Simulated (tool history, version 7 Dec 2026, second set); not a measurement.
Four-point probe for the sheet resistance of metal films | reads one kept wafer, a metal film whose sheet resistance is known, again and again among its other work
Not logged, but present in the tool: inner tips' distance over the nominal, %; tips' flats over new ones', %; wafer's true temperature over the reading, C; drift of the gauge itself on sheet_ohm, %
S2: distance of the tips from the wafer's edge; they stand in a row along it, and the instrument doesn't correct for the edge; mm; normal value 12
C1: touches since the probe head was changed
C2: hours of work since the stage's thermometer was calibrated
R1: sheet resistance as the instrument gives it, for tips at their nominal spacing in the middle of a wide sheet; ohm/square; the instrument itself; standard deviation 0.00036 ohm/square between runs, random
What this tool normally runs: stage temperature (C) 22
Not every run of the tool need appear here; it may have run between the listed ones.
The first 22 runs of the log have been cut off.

Run 23, hour 2344: usual settings but stage temperature (C) 21, S2 23 mm; C1 87867; C2 1278. Result: R1 1.807229 ohm/square.
At hour 2384: stage's thermometer calibrated.
Run 24, hour 2419.7: usual settings but stage temperature (C) 21, S2 23 mm; C1 89213; C2 18. Result: R1 1.807336 ohm/square.
Run 25, hour 2504.5: usual settings but stage temperature (C) 25; C1 90733; C2 61. Result: R1 1.814348 ohm/square.
Run 26, hour 2638.9: usual settings but stage temperature (C) 25; C1 93140; C2 128. Result: R1 1.814693 ohm/square.
Run 27, hour 2712: usual settings but stage temperature (C) 25; C1 94449; C2 165. Result: R1 1.813507 ohm/square.
Run 28, hour 2845.9: usual settings but stage temperature (C) 24, S2 61 mm; C1 96848; C2 232. Result: R1 1.803924 ohm/square.
Run 29, hour 2933.7: usual settings but stage temperature (C) 31, S2 31 mm; C1 98421; C2 276. Result: R1 1.804988 ohm/square.
At hour 3020.4: new probe head fitted.
Run 30, hour 3020.4: usual settings but stage temperature (C) 28, S2 18 mm; C1 0; C2 319. Result: R1 1.808217 ohm/square.
Run 31, hour 3108: usual settings but stage temperature (C) 29, S2 3 mm; C1 1570; C2 363. Result: R1 1.960816 ohm/square.
Run 32, hour 3177.5: usual settings but stage temperature (C) 21, S2 4 mm; C1 2814; C2 398. Result: R1 1.896133 ohm/square.
Run 33, hour 3268: usual settings but stage temperature (C) 32, S2 51 mm; C1 4436; C2 444. Result: R1 1.803724 ohm/square.
Run 34, hour 3387.5: usual settings but stage temperature (C) 31, S2 4 mm; C1 6577; C2 504. Result: R1 1.895789 ohm/square.
Run 35, hour 3457.7: usual settings but stage temperature (C) 23, S2 10 mm; C1 7833; C2 539. Result: R1 1.819264 ohm/square.
Run 36, hour 3582.6: usual settings but stage temperature (C) 26, S2 57 mm; C1 10072; C2 602. Result: R1 1.803324 ohm/square.
Run 37, hour 3650.1: usual settings but stage temperature (C) 28, S2 6 mm; C1 11280; C2 636. Result: R1 1.846168 ohm/square.
Run 38, hour 3789: usual settings but S2 26 mm; C1 13768; C2 706. Result: R1 1.805986 ohm/square.
Run 39, hour 3884.4: usual settings but stage temperature (C) 30, S2 4 mm; C1 15477; C2 754. Result: R1 1.895913 ohm/square.
Run 40, hour 3956.5: usual settings but stage temperature (C) 30, S2 4 mm; C1 16768; C2 790. Result: R1 1.896048 ohm/square.
Run 41, hour 4085.1: usual settings but S2 30 mm; C1 19071; C2 854. Result: R1 1.805496 ohm/square.
Run 42, hour 4198.7: usual settings but S2 30 mm; C1 21106; C2 912. Result: R1 1.806072 ohm/square.
Run 43, hour 4288.1: usual settings but stage temperature (C) 30, S2 75 mm; C1 22708; C2 957. Result: R1 1.803602 ohm/square.
Run 44, hour 4405.9: usual settings but stage temperature (C) 34, S2 29 mm; C1 24819; C2 1016. Result: R1 1.804606 ohm/square.

Alternative continuations, all from the tool just after run 44; predict every row:
Run A, hour 4498.8: usual settings; C1 26483; C2 1062. Result: R1 ?.
Run B, hour 4498.8: usual settings but stage temperature (C) 34, S2 3 mm; C1 26483; C2 1062. Result: R1 ?.
Run C, hour 4498.8: usual settings but stage temperature (C) 18, S2 35 mm; C1 26483; C2 1062. Result: R1 ?.
Run D, hour 4498.8: usual settings but stage temperature (C) 25, S2 7 mm; C1 26483; C2 1062. Result: R1 ?.

run        R1
  A  1.814845
  B  1.960687
  C  1.805043
  D  1.835353
With the hidden condition removed and each run's random variation left untouched, the same runs would have given:
run        R1
  A   1.81468
  B  1.960509
  C  1.804879
  D  1.835186

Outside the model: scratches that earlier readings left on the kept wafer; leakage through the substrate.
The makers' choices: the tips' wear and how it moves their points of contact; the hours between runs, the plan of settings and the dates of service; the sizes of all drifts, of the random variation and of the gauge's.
